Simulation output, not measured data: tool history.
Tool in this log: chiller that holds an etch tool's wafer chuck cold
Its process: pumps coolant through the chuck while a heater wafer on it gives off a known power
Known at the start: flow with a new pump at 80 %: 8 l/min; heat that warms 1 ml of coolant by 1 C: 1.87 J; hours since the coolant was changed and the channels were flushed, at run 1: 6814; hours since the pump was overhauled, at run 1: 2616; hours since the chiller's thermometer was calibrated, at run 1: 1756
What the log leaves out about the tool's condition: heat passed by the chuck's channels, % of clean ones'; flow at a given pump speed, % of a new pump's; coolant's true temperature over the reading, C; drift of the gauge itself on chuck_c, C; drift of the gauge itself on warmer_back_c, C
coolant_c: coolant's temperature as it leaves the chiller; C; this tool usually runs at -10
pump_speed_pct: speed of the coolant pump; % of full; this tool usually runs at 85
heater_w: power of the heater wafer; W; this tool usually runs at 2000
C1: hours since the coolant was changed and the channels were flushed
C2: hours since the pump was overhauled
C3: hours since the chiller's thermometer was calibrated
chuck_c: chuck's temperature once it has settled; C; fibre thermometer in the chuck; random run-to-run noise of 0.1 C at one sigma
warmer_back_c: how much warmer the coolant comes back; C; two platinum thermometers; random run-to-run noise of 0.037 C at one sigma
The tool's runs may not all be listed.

run 1 hour=0.0 | coolant_c=-10 pump_speed_pct=85 heater_w=2000 | C1=6814 C2=2616 C3=1756 | chuck_c=11.9 warmer_back_c=7.66
run 2 hour=118.9 | coolant_c=-10 pump_speed_pct=85 heater_w=2000 | C1=6933 C2=2734 C3=1875 | chuck_c=11.9 warmer_back_c=7.73
run 3 hour=266.1 | coolant_c=-10 pump_speed_pct=85 heater_w=2000 | C1=7080 C2=2882 C3=2022 | chuck_c=12.0 warmer_back_c=7.74
run 4 hour=360.7 | coolant_c=-10 pump_speed_pct=85 heater_w=2000 | C1=7175 C2=2976 C3=2117 | chuck_c=12.2 warmer_back_c=7.76
run 5 hour=522.4 | coolant_c=-10 pump_speed_pct=73 heater_w=2000 | C1=7337 C2=3138 C3=2279 | chuck_c=15.3 warmer_back_c=9.16
run 6 hour=614.2 | coolant_c=-10 pump_speed_pct=73 heater_w=2702 | C1=7429 C2=3230 C3=2371 | chuck_c=24.2 warmer_back_c=12.42
run 7 hour=738.4 | coolant_c=-10 pump_speed_pct=73 heater_w=2702 | C1=7553 C2=3354 C3=2495 | chuck_c=24.4 warmer_back_c=12.50
run 8 hour=824.9 | coolant_c=-10 pump_speed_pct=73 heater_w=2702 | C1=7639 C2=3440 C3=2581 | chuck_c=24.7 warmer_back_c=12.53
run 9 hour=973.3 | coolant_c=-10 pump_speed_pct=73 heater_w=2702 | C1=7788 C2=3589 C3=2730 | chuck_c=24.6 warmer_back_c=12.49
run 10 hour=1071.1 | coolant_c=-10 pump_speed_pct=97 heater_w=2702 | C1=7886 C2=3687 C3=2828 | chuck_c=17.2 warmer_back_c=9.14
run 11 hour=1194.9 | coolant_c=-10 pump_speed_pct=97 heater_w=2242 | C1=8009 C2=3810 C3=2951 | chuck_c=12.7 warmer_back_c=7.57
run 12 hour=1351.1 | coolant_c=-10 pump_speed_pct=97 heater_w=2242 | C1=8165 C2=3967 C3=3108 | chuck_c=12.6 warmer_back_c=7.58
run 13 hour=1484.8 | coolant_c=-10 pump_speed_pct=85 heater_w=1616 | C1=8299 C2=4100 C3=3241 | chuck_c=8.2 warmer_back_c=6.33
run 14 hour=1587.8 | coolant_c=-10 pump_speed_pct=85 heater_w=2000 | C1=8402 C2=4203 C3=3344 | chuck_c=12.7 warmer_back_c=7.93
run 15 hour=1668.9 | coolant_c=-10 pump_speed_pct=85 heater_w=2000 | C1=8483 C2=4284 C3=3425 | chuck_c=12.8 warmer_back_c=7.85
run 16 hour=1787.3 | coolant_c=-10 pump_speed_pct=85 heater_w=2000 | C1=8602 C2=4403 C3=3544 | chuck_c=13.0 warmer_back_c=7.99
-- hour=1862.0 chiller's thermometer calibrated
run 17 hour=1874.3 | coolant_c=-10 pump_speed_pct=85 heater_w=2000 | C1=8688 C2=4489 C3=12 | chuck_c=13.3 warmer_back_c=7.89
run 18 hour=2034.9 | coolant_c=-10 pump_speed_pct=85 heater_w=2000 | C1=8848 C2=4649 C3=173 | chuck_c=13.4 warmer_back_c=7.93
run 19 hour=2118.1 | coolant_c=-10 pump_speed_pct=70 heater_w=2892 | C1=8931 C2=4733 C3=256 | chuck_c=30.1 warmer_back_c=14.34
run 20 hour=2278.3 | coolant_c=-6 pump_speed_pct=61 heater_w=1156 | C1=9092 C2=4893 C3=416 | chuck_c=12.1 warmer_back_c=6.67
run 21 hour=2353.7 | coolant_c=-6 pump_speed_pct=61 heater_w=1156 | C1=9167 C2=4968 C3=492 | chuck_c=12.2 warmer_back_c=6.67
run 22 hour=2454.7 | coolant_c=-19 pump_speed_pct=87 heater_w=1504 | C1=9268 C2=5069 C3=593 | chuck_c=-1.3 warmer_back_c=5.86
run 23 hour=2612.7 | coolant_c=-19 pump_speed_pct=87 heater_w=1504 | C1=9426 C2=5227 C3=751 | chuck_c=-1.3 warmer_back_c=5.84
run 24 hour=2767.8 | coolant_c=-19 pump_speed_pct=76 heater_w=1504 | C1=9581 C2=5382 C3=906 | chuck_c=1.1 warmer_back_c=6.82
-- hour=2802.1 coolant changed, channels flushed
run 25 hour=2883.4 | coolant_c=-19 pump_speed_pct=76 heater_w=1504 | C1=81 C2=5492 C3=1015 | chuck_c=-2.2 warmer_back_c=6.86
run 26 hour=2961.7 | coolant_c=-16 pump_speed_pct=82 heater_w=2050 | C1=160 C2=5570 C3=1094 | chuck_c=5.4 warmer_back_c=8.59
run 27 hour=3055.8 | coolant_c=-16 pump_speed_pct=82 heater_w=2050 | C1=254 C2=5664 C3=1188 | chuck_c=5.4 warmer_back_c=8.59
run 28 hour=3138.6 | coolant_c=-16 pump_speed_pct=82 heater_w=2050 | C1=337 C2=5747 C3=1271 | chuck_c=5.3 warmer_back_c=8.61
run 29 hour=3244.7 | coolant_c=-10 pump_speed_pct=73 heater_w=2000 | C1=443 C2=5853 C3=1377 | chuck_c=13.1 warmer_back_c=9.56

Consider 5 possible next runs. They are alternatives, not a sequence: every one starts from the tool as it was left by run 29. What does each give?
run A hour=3354.5 | coolant_c=-10 pump_speed_pct=73 heater_w=2000 | C1=552 C2=5963 C3=1486 | chuck_c=? warmer_back_c=?
run B hour=3354.5 | coolant_c=-10 pump_speed_pct=73 heater_w=1127 | C1=552 C2=5963 C3=1486 | chuck_c=? warmer_back_c=?
run C hour=3354.5 | coolant_c=-1 pump_speed_pct=66 heater_w=1261 | C1=552 C2=5963 C3=1486 | chuck_c=? warmer_back_c=?
run D hour=3354.5 | coolant_c=-19 pump_speed_pct=98 heater_w=1640 | C1=552 C2=5963 C3=1486 | chuck_c=? warmer_back_c=?
run E hour=3354.5 | coolant_c=-20 pump_speed_pct=86 heater_w=2000 | C1=552 C2=5963 C3=1486 | chuck_c=? warmer_back_c=?

run=A chuck_c=13.1 warmer_back_c=9.54
run=B chuck_c=2.9 warmer_back_c=5.32
run=C chuck_c=14.8 warmer_back_c=6.81
run=D chuck_c=-4.3 warmer_back_c=5.64
run=E chuck_c=0.2 warmer_back_c=8.01
Stripped of hidden state, with their random variation kept, the same runs would have yielded:
run=A chuck_c=11.7 warmer_back_c=8.87
run=B chuck_c=2.1 warmer_back_c=4.94
run=C chuck_c=13.8 warmer_back_c=6.32
run=D chuck_c=-5.2 warmer_back_c=5.24
run=E chuck_c=-1.0 warmer_back_c=7.44
